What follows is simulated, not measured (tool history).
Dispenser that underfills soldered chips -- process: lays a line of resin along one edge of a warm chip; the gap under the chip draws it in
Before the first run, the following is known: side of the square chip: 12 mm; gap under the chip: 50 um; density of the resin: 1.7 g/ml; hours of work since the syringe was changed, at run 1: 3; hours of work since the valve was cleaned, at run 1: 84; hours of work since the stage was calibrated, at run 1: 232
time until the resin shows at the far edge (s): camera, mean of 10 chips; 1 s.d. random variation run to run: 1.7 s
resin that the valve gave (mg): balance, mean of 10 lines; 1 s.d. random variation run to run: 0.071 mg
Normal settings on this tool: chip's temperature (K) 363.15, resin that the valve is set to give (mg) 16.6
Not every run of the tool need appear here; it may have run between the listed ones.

run	hour	chip's temperature (K)	resin that the valve is set to give (mg)	hours of work since the syringe was changed	hours of work since the valve was cleaned	hours of work since the stage was calibrated	time until the resin shows at the far edge (s)	resin that the valve gave (mg)
1	0	363.15	16.6	3	84	232	223.8	15.71
# hour 9.8: new syringe of resin
2	10	363.15	16.6	0	91	239	182.7	15.64
3	18	363.15	16.6	6	97	245	294.3	15.5
# hour 23: new syringe of resin
4	25.4	376.15	16.6	2	102	251	125.9	15.41
5	29.8	376.15	16.6	5	106	254	166.3	15.39
# hour 35.9: new syringe of resin
6	38.3	376.15	16.6	2	112	260	129.6	15.4
7	47	363.15	16.6	8	118	267	337.3	15.43
# hour 49: new syringe of resin
8	54.3	363.15	16.6	4	124	272	242.9	15.23
9	58.8	373.15	19.2	7	127	276	214.5	17.78
# hour 62.1: new syringe of resin
10	67.6	363.15	17.7	4	134	282	246.7	16.26
# hour 75.4: new syringe of resin
11	77	362.15	17	1	141	289	207.7	15.48
12	86.6	351.15	18.4	8	148	296	536.3	16.6
# hour 88.4: dispensing valve cleaned and set on the balance
# hour 89.6: new syringe of resin
13	97.7	348.15	19.3	6	7	304	487.4	19.1
# hour 103.2: new syringe of resin
14	105.1	363.15	14.7	1	12	309	205.3	14.66
15	110.5	363.15	17.3	6	16	313	263.6	17.02

5 options for the next run, each taken on its own from the tool as it stands now. Forecast them:
# hour 116.6: new syringe of resin
A	119.1	375.15	21.3	2	23	319	?	?
# hour 116.6: new syringe of resin
B	119.1	363.15	18.9	2	23	319	?	?
# hour 116.6: new syringe of resin
C	119.1	351.15	15.5	2	23	319	?	?
# hour 116.6: new syringe of resin
D	119.1	363.15	18	2	23	319	?	?
# hour 116.6: new syringe of resin
E	119.1	365.15	17.3	2	23	319	?	?

run	time until the resin shows at the far edge (s)	resin that the valve gave (mg)
A	131.3	20.87
B	201.3	18.57
C	322.6	15.3
D	200.7	17.69
E	187.7	17.11
With no hidden state in the tool, these same runs would have given:
run	time until the resin shows at the far edge (s)	resin that the valve gave (mg)
A	108.4	21.17
B	165.9	18.84
C	264.3	15.52
D	165.2	17.94
E	154.5	17.35
